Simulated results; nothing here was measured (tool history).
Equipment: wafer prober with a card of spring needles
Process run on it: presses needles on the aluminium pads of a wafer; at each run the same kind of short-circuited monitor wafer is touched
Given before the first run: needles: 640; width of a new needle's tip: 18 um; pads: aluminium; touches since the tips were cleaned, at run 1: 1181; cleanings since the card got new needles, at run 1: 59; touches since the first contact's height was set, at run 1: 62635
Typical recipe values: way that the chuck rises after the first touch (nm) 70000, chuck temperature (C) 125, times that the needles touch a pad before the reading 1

| run | day | way that the chuck rises after the first touch (nm) | chuck temperature (C) | times that the needles touch a pad before the reading | touches since the tips were cleaned | cleanings since the card got new needles | touches since the first contact's height was set | resistance of one needle with its contact and lead (mohm) | way that a needle slides on the pad (nm) |
|---|---|---|---|---|---|---|---|---|---|
| 1 | 0 | 70000 | 125 | 1 | 1181 | 59 | 62635 | 215 | 14870 |
|  | 0.546 | tips cleaned on abrasive film |
| 2 | 0.883 | 70000 | 125 | 1 | 2035 | 60 | 67895 | 220 | 14950 |
|  | 1.25 | tips cleaned on abrasive film |
|  | 2.021 | tips cleaned on abrasive film |
| 3 | 2.233 | 70000 | 85 | 1 | 1266 | 62 | 75910 | 211 | 14950 |
|  | 2.312 | height of the first contact set anew |
|  | 2.867 | tips cleaned on abrasive film |
| 4 | 2.925 | 70000 | 125 | 2 | 353 | 63 | 3652 | 219 | 14940 |
|  | 3.65 | tips cleaned on abrasive film |
| 5 | 3.971 | 70000 | 125 | 1 | 1922 | 64 | 9867 | 218 | 14900 |
|  | 4.471 | tips cleaned on abrasive film |
|  | 5.238 | tips cleaned on abrasive film |
| 6 | 5.479 | 70000 | 110 | 1 | 1451 | 66 | 18833 | 215 | 14910 |
|  | 5.996 | tips cleaned on abrasive film |
|  | 6.808 | tips cleaned on abrasive film |
| 7 | 6.979 | 72000 | 125 | 1 | 1015 | 68 | 27746 | 218 | 15310 |
|  | 7.612 | tips cleaned on abrasive film |
| 8 | 8.017 | 70000 | 125 | 1 | 2417 | 69 | 33928 | 215 | 14920 |
|  | 8.408 | tips cleaned on abrasive film |
| 9 | 8.712 | 58000 | 125 | 1 | 1823 | 70 | 38043 | 225 | 12310 |
|  | 9.117 | tips cleaned on abrasive film |
| 10 | 9.712 | 58000 | 125 | 1 | 3568 | 71 | 44005 | 224 | 12430 |
|  | 9.817 | tips cleaned on abrasive film |
|  | 10.554 | tips cleaned on abrasive film |
| 11 | 11.083 | 58000 | 38 | 1 | 3151 | 73 | 52137 | 202 | 12300 |
|  | 11.338 | tips cleaned on abrasive film |
|  | 12.121 | tips cleaned on abrasive film |
| 12 | 12.292 | 60000 | 38 | 1 | 1044 | 75 | 59324 | 204 | 12770 |
|  | 12.85 | tips cleaned on abrasive film |
| 13 | 13.408 | 60000 | 38 | 1 | 3346 | 76 | 65961 | 201 | 12820 |
|  | 13.617 | tips cleaned on abrasive film |
|  | 14.342 | tips cleaned on abrasive film |
| 14 | 14.375 | 60000 | 38 | 1 | 179 | 78 | 71676 | 202 | 12820 |
|  | 15.167 | tips cleaned on abrasive film |
|  | 15.179 | height of the first contact set anew |
| 15 | 15.75 | 60000 | 70 | 3 | 3413 | 79 | 3413 | 208 | 12800 |
|  | 15.9 | tips cleaned on abrasive film |
| 16 | 16.592 | 64000 | 34 | 3 | 4118 | 80 | 8402 | 200 | 13640 |
|  | 16.683 | tips cleaned on abrasive film |
|  | 17.442 | tips cleaned on abrasive film |
| 17 | 17.488 | 64000 | 34 | 3 | 270 | 82 | 13712 | 197 | 13670 |
|  | 18.229 | tips cleaned on abrasive film |
| 18 | 18.396 | 89000 | 27 | 2 | 997 | 83 | 19109 | 191 | 18970 |
|  | 18.979 | tips cleaned on abrasive film |
| 19 | 19.579 | 51000 | 27 | 2 | 3590 | 84 | 26175 | 204 | 10850 |
|  | 19.733 | tips cleaned on abrasive film |
|  | 20.479 | tips cleaned on abrasive film |
| 20 | 20.962 | 57000 | 125 | 1 | 2874 | 86 | 34372 | 225 | 12140 |
|  | 21.296 | tips cleaned on abrasive film |
|  | 22.025 | tips cleaned on abrasive film |
| 21 | 22.025 | 70000 | 102 | 1 | 0 | 88 | 40678 | 213 | 14860 |
|  | 22.792 | tips cleaned on abrasive film |
| 22 | 23.379 | 70000 | 102 | 1 | 3504 | 89 | 48752 | 210 | 14890 |
|  | 23.508 | tips cleaned on abrasive film |
|  | 24.221 | tips cleaned on abrasive film |
| 23 | 24.588 | 70000 | 102 | 1 | 2207 | 91 | 55931 | 214 | 14860 |
|  | 24.979 | tips cleaned on abrasive film |
|  | 25.708 | tips cleaned on abrasive film |
| 24 | 25.904 | 70000 | 102 | 1 | 1174 | 93 | 63748 | 212 | 14920 |
|  | 26.529 | tips cleaned on abrasive film |
|  | 27.308 | tips cleaned on abrasive film |
| 25 | 27.362 | 73000 | 26 | 1 | 326 | 95 | 72413 | 195 | 15560 |
|  | 28.017 | height of the first contact set anew |
|  | 28.079 | tips cleaned on abrasive film |
| 26 | 28.079 | 58000 | 125 | 1 | 0 | 96 | 356 | 222 | 12360 |
|  | 28.858 | tips cleaned on abrasive film |
| 27 | 29.421 | 58000 | 125 | 1 | 3362 | 97 | 8359 | 223 | 12330 |

Below are 4 alternative next runs, each starting from the tool's condition after run 27. Predict each:
|  | 29.567 | tips cleaned on abrasive film |
| A | 30.242 | 64000 | 125 | 1 | 4034 | 98 | 13224 | ? | ? |
|  | 29.567 | tips cleaned on abrasive film |
| B | 30.242 | 70000 | 26 | 2 | 4034 | 98 | 13224 | ? | ? |
|  | 29.567 | tips cleaned on abrasive film |
| C | 30.242 | 62000 | 60 | 1 | 4034 | 98 | 13224 | ? | ? |
|  | 29.567 | tips cleaned on abrasive film |
| D | 30.242 | 65000 | 83 | 2 | 4034 | 98 | 13224 | ? | ? |

| run | resistance of one needle with its contact and lead (mohm) | way that a needle slides on the pad (nm) |
|---|---|---|
| A | 222 | 13650 |
| B | 192 | 14880 |
| C | 205 | 13150 |
| D | 207 | 13890 |
What these runs would have given with no unlogged condition in the tool:
| run | resistance of one needle with its contact and lead (mohm) | way that a needle slides on the pad (nm) |
|---|---|---|
| A | 221 | 13650 |
| B | 192 | 14880 |
| C | 204 | 13150 |
| D | 207 | 13890 |

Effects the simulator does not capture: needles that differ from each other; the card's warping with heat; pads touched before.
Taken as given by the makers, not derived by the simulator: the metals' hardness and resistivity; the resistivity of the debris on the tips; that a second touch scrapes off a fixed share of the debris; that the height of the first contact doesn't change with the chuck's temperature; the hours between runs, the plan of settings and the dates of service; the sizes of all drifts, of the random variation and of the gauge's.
